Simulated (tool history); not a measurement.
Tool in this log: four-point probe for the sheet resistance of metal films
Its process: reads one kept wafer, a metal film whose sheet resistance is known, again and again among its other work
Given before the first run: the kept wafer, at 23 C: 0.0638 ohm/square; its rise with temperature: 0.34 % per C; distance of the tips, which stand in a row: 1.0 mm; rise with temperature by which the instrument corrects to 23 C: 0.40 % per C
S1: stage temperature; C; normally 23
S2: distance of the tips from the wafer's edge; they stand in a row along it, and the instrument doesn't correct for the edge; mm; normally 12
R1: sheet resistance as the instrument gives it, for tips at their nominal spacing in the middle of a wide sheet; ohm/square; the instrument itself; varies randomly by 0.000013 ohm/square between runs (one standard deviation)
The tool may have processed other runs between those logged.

run,hour,S1,S2,R1
1,0.0,23,12,0.064228
2,15.5,23,12,0.064213
3,31.3,23,12,0.064223
4,55.3,23,12,0.064231
5,75.1,23,12,0.064235
6,98.3,23,12,0.064221
7,115.5,23,12,0.064234
8,128.0,23,12,0.064235
9,147.3,23,12,0.064247
10,161.2,23,12,0.064228
11,187.8,23,12,0.064234
12,204.6,23,37,0.064030
13,219.5,23,37,0.064041
14,237.8,30,12,0.064010
15,263.4,30,12,0.064030
16,281.3,24,12,0.064214
17,306.0,24,12,0.064230
18,329.8,24,12,0.064222
19,356.7,21,3,0.067706
20,376.7,21,3,0.067691
21,392.1,21,3,0.067711
22,417.2,21,5,0.065471
23,444.2,21,3,0.067712
24,470.2,30,12,0.064058
25,494.2,31,12,0.064010
26,509.0,31,12,0.064031
27,533.7,32,6,0.064713

5 ways to go on from here, each from the tool as it stands after run 27. What would each give?
A,545.9,21,11,?
B,545.9,25,6,?
C,545.9,32,35,?
D,545.9,27,12,?
E,545.9,29,5,?

run,R1
A,0.064394
B,0.064913
C,0.063765
D,0.064138
E,0.065180
The same runs, with their run-to-run variation unchanged, on a tool lacking any hidden condition would have given:
run,R1
A,0.064149
B,0.064666
C,0.063524
D,0.063895
E,0.064933
